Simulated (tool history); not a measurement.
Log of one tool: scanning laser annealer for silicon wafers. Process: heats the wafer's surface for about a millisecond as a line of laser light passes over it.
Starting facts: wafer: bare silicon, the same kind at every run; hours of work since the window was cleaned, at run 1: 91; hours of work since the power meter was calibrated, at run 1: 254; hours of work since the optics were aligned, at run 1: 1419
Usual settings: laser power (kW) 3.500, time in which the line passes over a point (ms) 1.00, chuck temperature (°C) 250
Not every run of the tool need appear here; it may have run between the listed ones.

run,hour,laser power (kW),time in which the line passes over a point (ms),chuck temperature (°C),hours of work since the window was cleaned,hours of work since the power meter was calibrated,hours of work since the optics were aligned,highest temperature of the surface (°C)
1,0.0,3.500,1.00,250,91,254,1419,1084
2,19.2,3.500,1.00,250,103,267,1431,1082
3,31.7,3.500,1.00,250,111,275,1439,1082
4,60.0,3.500,1.00,250,129,293,1457,1081
5,82.8,3.500,1.00,250,144,307,1471,1084
6,106.6,3.500,1.00,250,159,322,1487,1081
7,119.8,3.500,1.00,250,167,331,1495,1085
8,139.6,3.500,1.00,250,180,344,1508,1084
9,157.4,3.500,1.00,256,191,355,1519,1089
10,177.8,3.500,1.00,256,204,368,1532,1090
11,192.3,3.500,1.00,256,213,377,1541,1089
# hour 206.5: optics aligned, line set to its width
12,227.0,3.500,1.00,256,232,396,13,1089
13,250.4,3.638,1.00,250,247,411,28,1125
14,270.3,3.638,1.00,250,260,424,41,1126
15,284.2,3.638,1.00,250,269,433,50,1123
16,303.4,3.139,1.00,250,281,445,62,982
17,327.4,3.139,1.00,250,296,460,77,979
18,355.0,3.139,1.00,250,314,478,95,984
19,379.8,3.139,1.00,250,330,494,111,979
# hour 400.7: window over the wafer cleaned
20,403.9,3.500,1.00,250,2,508,125,1085
21,423.2,3.500,1.00,250,14,520,137,1087
22,449.1,3.500,1.00,250,31,537,154,1084
23,468.9,3.500,1.00,250,44,549,166,1088
24,484.1,3.500,1.17,250,53,559,176,1144
25,499.2,3.318,1.17,234,63,569,186,1073
26,529.3,3.500,0.92,211,82,588,205,1014
27,560.3,3.489,0.79,250,102,608,224,994
28,589.0,3.475,0.89,254,120,626,243,1035
29,610.9,3.500,1.22,250,134,640,257,1163
30,635.9,3.480,0.86,236,150,656,273,1011
31,660.5,3.814,1.16,250,166,672,288,1241
32,686.1,3.814,1.16,250,182,688,305,1242
33,716.7,3.814,0.83,263,202,707,324,1114
34,731.5,3.814,0.83,263,211,717,334,1118
35,744.0,3.814,0.83,263,219,725,342,1119
36,774.0,3.737,1.03,261,238,744,361,1172
37,794.7,3.737,1.03,261,251,757,374,1175
38,809.5,3.706,0.75,250,261,767,384,1037
39,828.6,3.756,1.02,250,273,779,396,1164
40,846.9,3.092,1.05,265,285,791,407,999
41,872.6,3.638,1.04,249,301,807,424,1135

Hidden state at the last listed run before each entry between runs and at the first one after, where it differs:
Logged between run 11 and run 12: optics aligned, line set to its width (hour 206.5)
  light that passes the window, % of a clean one's: 99.94 -> 99.93; width of the line over the set one, %: 0.05 -> 0
Logged between run 19 and run 20: window over the wafer cleaned (hour 400.7)
  light that passes the window, % of a clean one's: 99.91 -> 100
